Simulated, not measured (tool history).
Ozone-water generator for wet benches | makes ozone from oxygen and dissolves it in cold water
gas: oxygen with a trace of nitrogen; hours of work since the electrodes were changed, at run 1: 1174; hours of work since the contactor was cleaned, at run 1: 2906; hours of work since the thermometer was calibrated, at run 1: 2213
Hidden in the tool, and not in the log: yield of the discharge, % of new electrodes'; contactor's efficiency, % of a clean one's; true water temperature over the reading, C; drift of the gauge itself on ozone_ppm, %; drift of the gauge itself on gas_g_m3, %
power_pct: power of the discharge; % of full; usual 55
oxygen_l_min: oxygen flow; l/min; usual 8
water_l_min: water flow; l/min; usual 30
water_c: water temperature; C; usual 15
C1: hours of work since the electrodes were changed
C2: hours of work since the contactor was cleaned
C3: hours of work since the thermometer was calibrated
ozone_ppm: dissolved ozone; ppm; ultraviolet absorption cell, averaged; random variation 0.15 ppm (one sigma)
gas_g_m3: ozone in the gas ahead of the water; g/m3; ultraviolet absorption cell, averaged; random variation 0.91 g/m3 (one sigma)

run 1 hour=0 | power_pct=55 oxygen_l_min=8 water_l_min=30 water_c=15 | C1=1174 C2=2906 C3=2213 | ozone_ppm=17.4 gas_g_m3=148.1
run 2 hour=141.9 | power_pct=55 oxygen_l_min=8 water_l_min=30 water_c=15 | C1=1288 C2=3019 C3=2327 | ozone_ppm=17.3 gas_g_m3=145.7
run 3 hour=279.7 | power_pct=55 oxygen_l_min=8 water_l_min=47 water_c=15 | C1=1398 C2=3129 C3=2437 | ozone_ppm=11.2 gas_g_m3=146.5
run 4 hour=371.1 | power_pct=55 oxygen_l_min=8 water_l_min=47 water_c=15 | C1=1471 C2=3202 C3=2510 | ozone_ppm=11 gas_g_m3=144.8
run 5 hour=529.6 | power_pct=55 oxygen_l_min=8 water_l_min=47 water_c=15 | C1=1597 C2=3329 C3=2636 | ozone_ppm=10.8 gas_g_m3=145.4
run 6 hour=608.4 | power_pct=55 oxygen_l_min=8 water_l_min=47 water_c=15 | C1=1660 C2=3392 C3=2699 | ozone_ppm=10.6 gas_g_m3=146.2
run 7 hour=676.5 | power_pct=55 oxygen_l_min=8 water_l_min=47 water_c=15 | C1=1715 C2=3446 C3=2753 | ozone_ppm=10.7 gas_g_m3=143.7
run 8 hour=802 | power_pct=55 oxygen_l_min=8 water_l_min=47 water_c=15 | C1=1815 C2=3546 C3=2854 | ozone_ppm=10.9 gas_g_m3=142.9
run 9 hour=905.1 | power_pct=55 oxygen_l_min=8 water_l_min=42 water_c=15 | C1=1897 C2=3629 C3=2936 | ozone_ppm=12.2 gas_g_m3=145.4
run 10 hour=999.7 | power_pct=55 oxygen_l_min=8.44 water_l_min=42 water_c=15 | C1=1973 C2=3704 C3=3012 | ozone_ppm=11.9 gas_g_m3=140.4
run 11 hour=1091.5 | power_pct=55 oxygen_l_min=8 water_l_min=30 water_c=18 | C1=2046 C2=3778 C3=3085 | ozone_ppm=16.1 gas_g_m3=143.5
run 12 hour=1236.9 | power_pct=55 oxygen_l_min=8 water_l_min=30 water_c=18 | C1=2162 C2=3894 C3=3201 | ozone_ppm=16 gas_g_m3=141.8
run 13 hour=1307.5 | power_pct=55 oxygen_l_min=8 water_l_min=30 water_c=18 | C1=2219 C2=3950 C3=3258 | ozone_ppm=16.1 gas_g_m3=143.4
run 14 hour=1410.5 | power_pct=55 oxygen_l_min=8 water_l_min=30 water_c=18 | C1=2301 C2=4032 C3=3340 | ozone_ppm=15.7 gas_g_m3=142.8
-- hour=1472.5 water thermometer calibrated
run 15 hour=1486.4 | power_pct=55 oxygen_l_min=8 water_l_min=30 water_c=22 | C1=2361 C2=4093 C3=11 | ozone_ppm=15 gas_g_m3=142.9
run 16 hour=1572.4 | power_pct=55 oxygen_l_min=8 water_l_min=30 water_c=22 | C1=2430 C2=4161 C3=80 | ozone_ppm=15 gas_g_m3=143.1
run 17 hour=1682.7 | power_pct=73 oxygen_l_min=8 water_l_min=30 water_c=8 | C1=2518 C2=4249 C3=168 | ozone_ppm=22.1 gas_g_m3=174.6
run 18 hour=1843.2 | power_pct=73 oxygen_l_min=8 water_l_min=30 water_c=8 | C1=2646 C2=4378 C3=296 | ozone_ppm=22 gas_g_m3=172.9
run 19 hour=1917.7 | power_pct=73 oxygen_l_min=8 water_l_min=30 water_c=8 | C1=2706 C2=4437 C3=356 | ozone_ppm=22.2 gas_g_m3=171.7
run 20 hour=2032.1 | power_pct=73 oxygen_l_min=8 water_l_min=30 water_c=12 | C1=2797 C2=4529 C3=447 | ozone_ppm=20.6 gas_g_m3=171.9
run 21 hour=2102.4 | power_pct=70 oxygen_l_min=8 water_l_min=30 water_c=18 | C1=2853 C2=4585 C3=503 | ozone_ppm=18.6 gas_g_m3=167.1
run 22 hour=2204.7 | power_pct=70 oxygen_l_min=8 water_l_min=30 water_c=18 | C1=2935 C2=4666 C3=585 | ozone_ppm=18.5 gas_g_m3=166.6
run 23 hour=2290.3 | power_pct=54 oxygen_l_min=8 water_l_min=30 water_c=8 | C1=3003 C2=4735 C3=653 | ozone_ppm=17.5 gas_g_m3=138.9
run 24 hour=2392.7 | power_pct=54 oxygen_l_min=8 water_l_min=30 water_c=8 | C1=3085 C2=4817 C3=735 | ozone_ppm=17.4 gas_g_m3=137.6
run 25 hour=2487.3 | power_pct=90 oxygen_l_min=12.51 water_l_min=20 water_c=7 | C1=3161 C2=4892 C3=811 | ozone_ppm=34.7 gas_g_m3=155.2
run 26 hour=2628.8 | power_pct=90 oxygen_l_min=12.51 water_l_min=20 water_c=7 | C1=3274 C2=5005 C3=924 | ozone_ppm=34.7 gas_g_m3=152.8
run 27 hour=2752.2 | power_pct=98 oxygen_l_min=4.11 water_l_min=40 water_c=11 | C1=3372 C2=5104 C3=1022 | ozone_ppm=17 gas_g_m3=303.5
run 28 hour=2847.8 | power_pct=55 oxygen_l_min=5.5 water_l_min=31 water_c=7 | C1=3449 C2=5180 C3=1099 | ozone_ppm=16.2 gas_g_m3=170.6
run 29 hour=2990.6 | power_pct=68 oxygen_l_min=7.78 water_l_min=40 water_c=17 | C1=3563 C2=5294 C3=1213 | ozone_ppm=13.2 gas_g_m3=163.2
run 30 hour=3072.4 | power_pct=55 oxygen_l_min=10.41 water_l_min=40 water_c=15 | C1=3628 C2=5360 C3=1278 | ozone_ppm=12.2 gas_g_m3=119.6
run 31 hour=3166.6 | power_pct=55 oxygen_l_min=10.41 water_l_min=40 water_c=15 | C1=3703 C2=5435 C3=1353 | ozone_ppm=11.9 gas_g_m3=118.1
run 32 hour=3275.1 | power_pct=55 oxygen_l_min=13.32 water_l_min=30 water_c=13 | C1=3790 C2=5521 C3=1440 | ozone_ppm=15.9 gas_g_m3=103.4

5 ways to go on from here, each from the tool as it stands after run 32. What would each give?
run A hour=3385.9 | power_pct=55 oxygen_l_min=13.32 water_l_min=33 water_c=13 | C1=3878 C2=5610 C3=1528 | ozone_ppm=? gas_g_m3=?
run B hour=3385.9 | power_pct=55 oxygen_l_min=13.32 water_l_min=24 water_c=13 | C1=3878 C2=5610 C3=1528 | ozone_ppm=? gas_g_m3=?
run C hour=3385.9 | power_pct=41 oxygen_l_min=8.21 water_l_min=30 water_c=12 | C1=3878 C2=5610 C3=1528 | ozone_ppm=? gas_g_m3=?
run D hour=3385.9 | power_pct=93 oxygen_l_min=8 water_l_min=30 water_c=15 | C1=3878 C2=5610 C3=1528 | ozone_ppm=? gas_g_m3=?
run E hour=3385.9 | power_pct=55 oxygen_l_min=10.48 water_l_min=30 water_c=13 | C1=3878 C2=5610 C3=1528 | ozone_ppm=? gas_g_m3=?

run=A ozone_ppm=14.4 gas_g_m3=102.6
run=B ozone_ppm=18.7 gas_g_m3=103.8
run=C ozone_ppm=13.3 gas_g_m3=111.1
run=D ozone_ppm=22.5 gas_g_m3=194.4
run=E ozone_ppm=15.8 gas_g_m3=117.3
Without the tool's hidden state the same runs would have given:
run=A ozone_ppm=17.2 gas_g_m3=113.9
run=B ozone_ppm=22 gas_g_m3=115.1
run=C ozone_ppm=15.4 gas_g_m3=119.9
run=D ozone_ppm=28.2 gas_g_m3=226.6
run=E ozone_ppm=18.8 gas_g_m3=130.1
